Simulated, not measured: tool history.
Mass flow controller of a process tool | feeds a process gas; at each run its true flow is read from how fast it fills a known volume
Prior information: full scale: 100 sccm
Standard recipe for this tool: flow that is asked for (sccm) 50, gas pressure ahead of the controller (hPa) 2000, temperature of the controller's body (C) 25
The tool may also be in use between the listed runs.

run	day	flow that is asked for (sccm)	gas pressure ahead of the controller (hPa)	temperature of the controller's body (C)	true flow (%)
1	0	50	2000	25	98.92
2	11.058	50	2000	25	98.73
3	25.233	50	2000	25	98.61
4	34.467	50	2000	25	98.51
5	46.321	50	2000	25	98.31
6	58.812	50	2000	25	98.1
7	70.092	50	2000	25	97.98
# day 83.146: controller exchanged for a calibrated one
8	85.971	30	2000	25	97.32
9	103.333	50	2000	28	97.74
10	112.317	50	2000	28	97.65
11	124.946	50	1820	28	97.41
12	141.662	50	1820	28	97.12
# day 145.092: gauge calibrated
13	152.117	50	2000	25	98.93
14	161.892	50	2000	25	98.62
15	178.358	50	2000	22	98.15
16	195.254	50	2000	22	97.74
17	208.05	80	2000	22	98.25
18	215.346	80	2000	22	98.19
19	229.921	80	2000	22	98.08
20	245.346	50	1580	25	97.62
21	252.871	50	2000	25	97.35
22	262.146	50	2000	25	97.32
23	271.121	50	2000	25	97.14
24	282.604	50	2000	25	96.78
25	291.788	50	2000	23	96.69
26	302.342	44	1550	21	96.33
27	314.683	44	1550	21	96.07
28	323.75	44	1550	21	95.93
29	334.758	99	2620	29	97.32
30	347.45	99	2620	29	97.18
31	359.9	57	1500	26	96.27
32	372.279	50	1670	25	95.74
# day 384.733: gauge calibrated
33	386.742	50	1670	25	99.16
34	404.029	87	1670	28	99.87
35	418.4	87	1670	28	99.73
36	426.808	71	1930	23	98.52
37	435.362	71	1930	23	98.41
38	450.867	21	2130	31	97.89
39	462.112	21	2130	31	97.77
40	475.504	21	2130	31	97.58
41	491.092	50	1900	31	98.07
42	502.029	94	2130	25	98.13
43	516.583	94	2130	25	97.92
44	529.238	10	2430	33	96.68
45	539.888	62	2250	27	97.07
46	547.329	11	1620	36	96.99
47	558.912	11	1620	36	96.85
48	568.183	11	1620	36	96.71

3 options for the next run, each taken on its own from the tool as it stands now. Forecast them:
A	576.733	11	1720	36	?
B	576.733	24	1710	25	?
C	576.733	11	1720	28	?

run	true flow (%)
A	96.5
B	95.87
C	95.8
With the hidden condition removed and each run's random variation left untouched, the same runs would have given:
run	true flow (%)
A	99.38
B	98.7
C	98.65
